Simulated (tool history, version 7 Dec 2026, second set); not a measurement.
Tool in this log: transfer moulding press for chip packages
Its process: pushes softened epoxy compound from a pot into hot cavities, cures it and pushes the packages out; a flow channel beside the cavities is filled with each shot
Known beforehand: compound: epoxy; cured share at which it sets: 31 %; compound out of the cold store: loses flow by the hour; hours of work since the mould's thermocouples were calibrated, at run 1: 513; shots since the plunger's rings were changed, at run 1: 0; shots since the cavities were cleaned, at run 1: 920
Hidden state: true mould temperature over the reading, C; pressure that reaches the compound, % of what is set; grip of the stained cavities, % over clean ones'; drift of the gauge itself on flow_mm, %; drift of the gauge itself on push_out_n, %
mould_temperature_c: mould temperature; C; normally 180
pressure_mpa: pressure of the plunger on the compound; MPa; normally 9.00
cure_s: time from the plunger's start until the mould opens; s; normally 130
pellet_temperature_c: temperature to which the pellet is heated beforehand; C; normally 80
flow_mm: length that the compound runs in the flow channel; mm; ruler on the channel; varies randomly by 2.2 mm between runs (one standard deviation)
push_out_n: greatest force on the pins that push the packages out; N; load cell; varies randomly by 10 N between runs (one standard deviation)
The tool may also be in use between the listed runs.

run	day	mould_temperature_c	pressure_mpa	cure_s	pellet_temperature_c	hours of work since the mould's thermocouples were calibrated	shots since the plunger's rings were changed	shots since the cavities were cleaned	incoming compound's hours out of the cold store	flow_mm	push_out_n
1	0.000	180	9.00	130	80	513	0	920	42.3	490	769
# day 0.238: cavities cleaned with cleaning compound and waxed
2	1.833	182	9.00	130	80	540	366	330	44.0	483	595
3	3.933	180	8.62	130	80	572	800	764	47.6	465	702
# day 4.854: cavities cleaned with cleaning compound and waxed
4	5.183	180	8.62	130	80	591	1045	68	19.2	509	522
5	6.912	180	8.62	130	80	617	1403	426	23.4	500	679
6	8.683	180	9.00	130	77	644	1769	792	19.7	520	731
# day 9.525: cavities cleaned with cleaning compound and waxed
7	10.783	180	9.00	130	77	675	2190	260	26.5	502	602
# day 12.192: mould's thermocouples calibrated
8	12.946	180	9.00	130	77	12	2620	690	44.3	479	749
9	14.083	180	9.00	120	77	29	2855	925	8.2	539	940
# day 14.271: cavities cleaned with cleaning compound and waxed
10	15.038	180	9.00	130	80	43	3039	158	40.6	481	561
11	16.904	181	9.00	130	80	71	3425	544	34.9	485	686
# day 17.775: plunger's sealing rings changed
12	18.750	181	9.11	130	80	98	201	904	15.0	536	770
# day 18.958: cavities cleaned with cleaning compound and waxed
13	20.258	181	9.11	130	80	120	500	269	26.8	517	631
14	22.258	181	9.11	130	80	150	914	683	34.9	499	711
# day 23.633: cavities cleaned with cleaning compound and waxed
15	24.067	188	9.00	110	80	177	1274	89	40.0	470	493
16	25.629	188	9.00	110	80	201	1598	413	42.0	465	619
17	27.158	180	9.00	130	88	224	1914	729	17.4	522	750
# day 28.196: cavities cleaned with cleaning compound and waxed
18	28.254	186	7.52	138	80	240	2127	12	23.9	452	434
19	30.188	187	8.07	130	80	269	2527	412	39.2	442	593
20	31.242	187	8.07	130	80	285	2745	630	22.5	468	657
# day 32.792: cavities cleaned with cleaning compound and waxed
21	33.425	187	8.07	130	80	318	3183	131	17.3	477	490
# day 35.550: plunger's sealing rings changed
22	35.550	187	8.07	130	80	349	0	549	18.7	487	625
# day 37.562: cavities cleaned with cleaning compound and waxed
23	37.562	176	9.65	168	78	379	403	0	16.7	568	430
24	39.208	176	9.65	168	78	404	744	341	30.5	538	556
25	41.221	176	9.65	168	78	434	1159	756	23.5	546	716
# day 42.212: cavities cleaned with cleaning compound and waxed
26	43.221	176	9.65	168	78	464	1560	208	20.4	555	540
27	45.275	180	7.14	130	80	495	1985	633	19.8	465	710

Across each entry between runs, compare the hidden state at the last listed run before it with the hidden state at the first listed run after it:
Logged between run 1 and run 2: cavities cleaned with cleaning compound and waxed (day 0.238)
  true mould temperature over the reading, C: 0.95 -> 1; pressure that reaches the compound, % of what is set: 99.49 -> 98.78; grip of the stained cavities, % over clean ones': 71.7 -> 36.9
  measured less the result without the state, flow_mm: -4 -> -5 mm; push_out_n: +308 -> +153 N
Logged between run 3 and run 4: cavities cleaned with cleaning compound and waxed (day 4.854)
  true mould temperature over the reading, C: 1.06 -> 1.08; pressure that reaches the compound, % of what is set: 98.01 -> 97.6; grip of the stained cavities, % over clean ones': 62.4 -> 12.5
  measured less the result without the state, flow_mm: -7 -> -9 mm; push_out_n: +255 -> +40 N
Logged between run 6 and run 7: cavities cleaned with cleaning compound and waxed (day 9.525)
  true mould temperature over the reading, C: 1.18 -> 1.23; pressure that reaches the compound, % of what is set: 96.39 -> 95.67; grip of the stained cavities, % over clean ones': 64.4 -> 32
  measured less the result without the state, flow_mm: -13 -> -15 mm; push_out_n: +267 -> +125 N
Logged between run 7 and run 8: mould's thermocouples calibrated (day 12.192)
  true mould temperature over the reading, C: 1.23 -> -0.2; pressure that reaches the compound, % of what is set: 95.67 -> 94.93; grip of the stained cavities, % over clean ones': 32 -> 59.5
  measured less the result without the state, flow_mm: -15 -> -13 mm; push_out_n: +125 -> +284 N
Logged between run 9 and run 10: cavities cleaned with cleaning compound and waxed (day 14.271)
  true mould temperature over the reading, C: -0.16 -> -0.14; pressure that reaches the compound, % of what is set: 94.5 -> 94.19; grip of the stained cavities, % over clean ones': 68.6 -> 19.5
  measured less the result without the state, flow_mm: -15 -> -14 mm; push_out_n: +387 -> +93 N
Logged between run 11 and run 12: plunger's sealing rings changed (day 17.775)
  true mould temperature over the reading, C: -0.09 -> -0.04; pressure that reaches the compound, % of what is set: 93.5 -> 99.07; grip of the stained cavities, % over clean ones': 51.5 -> 68.6
  measured less the result without the state, flow_mm: -16 -> -3 mm; push_out_n: +234 -> +315 N
Logged between run 12 and run 13: cavities cleaned with cleaning compound and waxed (day 18.958)
  true mould temperature over the reading, C: -0.04 -> 0; pressure that reaches the compound, % of what is set: 99.07 -> 98.56; grip of the stained cavities, % over clean ones': 68.6 -> 34.2
  measured less the result without the state, flow_mm: -3 -> -3 mm; push_out_n: +315 -> +161 N
Logged between run 14 and run 15: cavities cleaned with cleaning compound and waxed (day 23.633)
  true mould temperature over the reading, C: 0.05 -> 0.1; pressure that reaches the compound, % of what is set: 97.79 -> 97.16; grip of the stained cavities, % over clean ones': 60.4 -> 13.2
  measured less the result without the state, flow_mm: -6 -> -7 mm; push_out_n: +268 -> +56 N
Logged between run 17 and run 18: cavities cleaned with cleaning compound and waxed (day 28.196)
  true mould temperature over the reading, C: 0.18 -> 0.2; pressure that reaches the compound, % of what is set: 95.98 -> 95.59; grip of the stained cavities, % over clean ones': 61.1 -> 3.2
  measured less the result without the state, flow_mm: -12 -> -11 mm; push_out_n: +282 -> +13 N
Logged between run 20 and run 21: cavities cleaned with cleaning compound and waxed (day 32.792)
  true mould temperature over the reading, C: 0.29 -> 0.35; pressure that reaches the compound, % of what is set: 94.49 -> 93.71; grip of the stained cavities, % over clean ones': 58.4 -> 21.5
  measured less the result without the state, flow_mm: -14 -> -16 mm; push_out_n: +242 -> +86 N
Logged between run 21 and run 22: plunger's sealing rings changed (day 35.550)
  true mould temperature over the reading, C: 0.35 -> 0.4; pressure that reaches the compound, % of what is set: 93.71 -> 99.73; grip of the stained cavities, % over clean ones': 21.5 -> 52.9
  measured less the result without the state, flow_mm: -16 -> -1 mm; push_out_n: +86 -> +216 N
Logged between run 22 and run 23: cavities cleaned with cleaning compound and waxed (day 37.562)
  true mould temperature over the reading, C: 0.4 -> 0.45; pressure that reaches the compound, % of what is set: 99.73 -> 99.02; grip of the stained cavities, % over clean ones': 52.9 -> 0.3
  measured less the result without the state, flow_mm: -1 -> -4 mm; push_out_n: +216 -> -3 N
Logged between run 25 and run 26: cavities cleaned with cleaning compound and waxed (day 42.212)
  true mould temperature over the reading, C: 0.56 -> 0.62; pressure that reaches the compound, % of what is set: 97.66 -> 96.97; grip of the stained cavities, % over clean ones': 61.4 -> 26.4
  measured less the result without the state, flow_mm: -9 -> -11 mm; push_out_n: +266 -> +108 N
